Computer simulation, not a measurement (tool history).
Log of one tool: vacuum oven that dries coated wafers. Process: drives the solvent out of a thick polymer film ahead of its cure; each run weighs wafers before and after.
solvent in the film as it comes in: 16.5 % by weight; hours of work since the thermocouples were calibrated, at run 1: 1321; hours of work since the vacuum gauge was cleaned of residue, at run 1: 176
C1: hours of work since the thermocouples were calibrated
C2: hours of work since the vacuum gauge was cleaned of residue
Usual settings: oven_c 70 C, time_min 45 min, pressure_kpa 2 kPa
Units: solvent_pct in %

run 1 day=0 | oven_c=70 time_min=45 pressure_kpa=2 | C1=1321 C2=176 | solvent_pct=4.04
run 2 day=0.225 | oven_c=70 time_min=45 pressure_kpa=2 | C1=1325 C2=180 | solvent_pct=4.01
run 3 day=0.662 | oven_c=57 time_min=45 pressure_kpa=2 | C1=1333 C2=187 | solvent_pct=8.85
run 4 day=0.983 | oven_c=70 time_min=45 pressure_kpa=1.72 | C1=1339 C2=193 | solvent_pct=3.81
run 5 day=1.362 | oven_c=64 time_min=45 pressure_kpa=2 | C1=1346 C2=200 | solvent_pct=6.02
run 6 day=1.712 | oven_c=70 time_min=47 pressure_kpa=2 | C1=1352 C2=206 | solvent_pct=3.85
run 7 day=2.012 | oven_c=70 time_min=47 pressure_kpa=2 | C1=1357 C2=211 | solvent_pct=3.95
run 8 day=2.229 | oven_c=70 time_min=47 pressure_kpa=2 | C1=1361 C2=215 | solvent_pct=3.85
run 9 day=2.629 | oven_c=70 time_min=45 pressure_kpa=2 | C1=1368 C2=222 | solvent_pct=3.96
run 10 day=3.104 | oven_c=70 time_min=45 pressure_kpa=2 | C1=1376 C2=231 | solvent_pct=4.02
run 11 day=3.354 | oven_c=70 time_min=45 pressure_kpa=2 | C1=1381 C2=235 | solvent_pct=4.02
run 12 day=3.846 | oven_c=70 time_min=45 pressure_kpa=2 | C1=1389 C2=244 | solvent_pct=4.05
run 13 day=4.208 | oven_c=78 time_min=45 pressure_kpa=2 | C1=1396 C2=250 | solvent_pct=2.14
run 14 day=4.667 | oven_c=70 time_min=45 pressure_kpa=2 | C1=1404 C2=258 | solvent_pct=4.09
run 15 day=5.162 | oven_c=70 time_min=45 pressure_kpa=4.58 | C1=1413 C2=267 | solvent_pct=6.49
run 16 day=5.396 | oven_c=56 time_min=31 pressure_kpa=2 | C1=1417 C2=271 | solvent_pct=10.32
run 17 day=5.854 | oven_c=72 time_min=57 pressure_kpa=1.05 | C1=1425 C2=279 | solvent_pct=2.04
-- day=5.962 vacuum gauge cleaned of residue and calibrated
run 18 day=6.167 | oven_c=58 time_min=57 pressure_kpa=3.71 | C1=1429 C2=4 | solvent_pct=9.96
run 19 day=6.542 | oven_c=63 time_min=45 pressure_kpa=3.34 | C1=1436 C2=10 | solvent_pct=8
run 20 day=7.017 | oven_c=56 time_min=28 pressure_kpa=3.34 | C1=1444 C2=19 | solvent_pct=11.99
run 21 day=7.512 | oven_c=56 time_min=28 pressure_kpa=3.34 | C1=1453 C2=27 | solvent_pct=11.94
run 22 day=7.992 | oven_c=75 time_min=51 pressure_kpa=3.34 | C1=1461 C2=36 | solvent_pct=3.52
run 23 day=8.317 | oven_c=75 time_min=51 pressure_kpa=3.34 | C1=1467 C2=42 | solvent_pct=3.5
run 24 day=8.583 | oven_c=75 time_min=51 pressure_kpa=3.42 | C1=1472 C2=46 | solvent_pct=3.61
-- day=8.738 vacuum gauge cleaned of residue and calibrated, once more
run 25 day=8.988 | oven_c=63 time_min=54 pressure_kpa=3.51 | C1=1478 C2=4 | solvent_pct=7.33
run 26 day=9.429 | oven_c=68 time_min=54 pressure_kpa=3.51 | C1=1486 C2=12 | solvent_pct=5.53
run 27 day=9.871 | oven_c=68 time_min=42 pressure_kpa=3.28 | C1=1493 C2=20 | solvent_pct=6.02
run 28 day=10.367 | oven_c=77 time_min=70 pressure_kpa=2.74 | C1=1502 C2=29 | solvent_pct=2.37
run 29 day=10.7 | oven_c=60 time_min=45 pressure_kpa=2.41 | C1=1508 C2=35 | solvent_pct=8.02
run 30 day=11.125 | oven_c=60 time_min=45 pressure_kpa=2.41 | C1=1516 C2=42 | solvent_pct=8.1

Forecast each of these 4 alternatives for the next run:
run A day=11.404 | oven_c=73 time_min=79 pressure_kpa=7.26 | C1=1521 C2=47 | solvent_pct=?
run B day=11.404 | oven_c=74 time_min=45 pressure_kpa=1.48 | C1=1521 C2=47 | solvent_pct=?
run C day=11.404 | oven_c=66 time_min=81 pressure_kpa=2 | C1=1521 C2=47 | solvent_pct=?
run D day=11.404 | oven_c=85 time_min=46 pressure_kpa=2 | C1=1521 C2=47 | solvent_pct=?

run=A solvent_pct=7
run=B solvent_pct=2.48
run=C solvent_pct=3.37
run=D solvent_pct=1.23
Without the tool's hidden state the same runs would have given:
run=A solvent_pct=6.55
run=B solvent_pct=2.17
run=C solvent_pct=3.01
run=D solvent_pct=1.13
